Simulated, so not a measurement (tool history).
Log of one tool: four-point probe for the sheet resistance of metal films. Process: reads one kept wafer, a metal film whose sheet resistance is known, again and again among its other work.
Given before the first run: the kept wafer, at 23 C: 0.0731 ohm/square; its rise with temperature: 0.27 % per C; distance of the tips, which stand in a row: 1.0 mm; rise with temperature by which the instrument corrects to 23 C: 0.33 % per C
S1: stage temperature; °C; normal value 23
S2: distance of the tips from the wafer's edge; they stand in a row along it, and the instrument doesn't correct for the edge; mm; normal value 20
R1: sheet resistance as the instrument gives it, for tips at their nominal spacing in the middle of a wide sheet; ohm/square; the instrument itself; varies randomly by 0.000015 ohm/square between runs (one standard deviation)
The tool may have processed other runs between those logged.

| run | hour | S1 | S2 | R1 |
|---|---|---|---|---|
| 1 | 0.0 | 23 | 20 | 0.073132 |
| 2 | 26.2 | 23 | 20 | 0.073136 |
| 3 | 71.8 | 23 | 20 | 0.073137 |
| 4 | 95.7 | 23 | 20 | 0.073124 |
| 5 | 136.8 | 23 | 20 | 0.073144 |
| 6 | 186.9 | 23 | 20 | 0.073168 |
| 7 | 234.5 | 24 | 20 | 0.073107 |
| 8 | 275.3 | 24 | 20 | 0.073098 |
| 9 | 312.8 | 23 | 39 | 0.073079 |
| 10 | 349.7 | 19 | 58 | 0.073273 |
| 11 | 401.7 | 24 | 13 | 0.073240 |
| 12 | 429.9 | 24 | 13 | 0.073233 |
| 13 | 471.9 | 24 | 33 | 0.073061 |
| 14 | 514.1 | 23 | 7 | 0.073865 |
|  | 530.9 | stage's thermometer calibrated |
| 15 | 551.1 | 23 | 7 | 0.073855 |
| 16 | 587.5 | 23 | 7 | 0.073812 |
| 17 | 609.9 | 22 | 14 | 0.073302 |

Branching from run 17: 3 alternative next runs. What would each branch give?
| A | 644.3 | 22 | 59 | ? |
| B | 644.3 | 23 | 7 | ? |
| C | 644.3 | 27 | 32 | ? |

| run | R1 |
|---|---|
| A | 0.073107 |
| B | 0.073816 |
| C | 0.072888 |
Without the tool's hidden state the same runs would have given:
| run | R1 |
|---|---|
| A | 0.073174 |
| B | 0.073883 |
| C | 0.072955 |

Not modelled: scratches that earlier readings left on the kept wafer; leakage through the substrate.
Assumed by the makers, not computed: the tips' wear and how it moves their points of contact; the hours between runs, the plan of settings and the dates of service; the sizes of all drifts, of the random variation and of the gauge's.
